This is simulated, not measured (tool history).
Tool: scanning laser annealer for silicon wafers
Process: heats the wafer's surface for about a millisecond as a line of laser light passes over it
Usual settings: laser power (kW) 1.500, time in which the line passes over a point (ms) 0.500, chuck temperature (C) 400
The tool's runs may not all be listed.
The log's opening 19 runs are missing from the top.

run,hour,laser power (kW),time in which the line passes over a point (ms),chuck temperature (C),hours of work since the window was cleaned,hours of work since the power meter was calibrated,hours of work since the optics were aligned,highest temperature of the surface (C)
20,337.4,1.434,0.581,400,240,773,1119,1115
21,352.9,1.434,0.581,400,250,783,1129,1113
22,366.3,1.617,0.461,400,259,792,1138,1124
23,388.6,1.500,0.412,361,273,806,1152,976
24,404.3,1.584,0.465,370,283,816,1162,1074
25,428.7,1.584,0.465,370,299,832,1177,1077
26,441.1,1.504,0.465,370,307,840,1185,1032
27,453.2,1.504,0.465,370,314,847,1193,1030
28,468.7,1.640,0.576,384,324,857,1203,1218
29,484.2,1.500,0.493,420,334,867,1213,1096
30,496.1,1.543,0.469,422,342,875,1220,1107
31,511.4,1.494,0.500,383,352,885,1230,1068
32,524.7,1.494,0.500,383,360,893,1239,1065
33,548.2,1.638,0.605,365,375,908,1254,1218

Below are 4 alternative next runs, each starting from the tool's condition after run 33. Predict each:
A,566.0,1.500,0.500,413,386,920,1265,?
B,566.0,1.356,0.397,414,386,920,1265,?
C,566.0,1.635,0.605,400,386,920,1265,?
D,566.0,1.318,0.541,365,386,920,1265,?

run,highest temperature of the surface (C)
A,1098
B,943
C,1250
D,977
The same runs, with their run-to-run variation unchanged, on a tool lacking any hidden condition would have given:
run,highest temperature of the surface (C)
A,1128
B,966
C,1287
D,1003

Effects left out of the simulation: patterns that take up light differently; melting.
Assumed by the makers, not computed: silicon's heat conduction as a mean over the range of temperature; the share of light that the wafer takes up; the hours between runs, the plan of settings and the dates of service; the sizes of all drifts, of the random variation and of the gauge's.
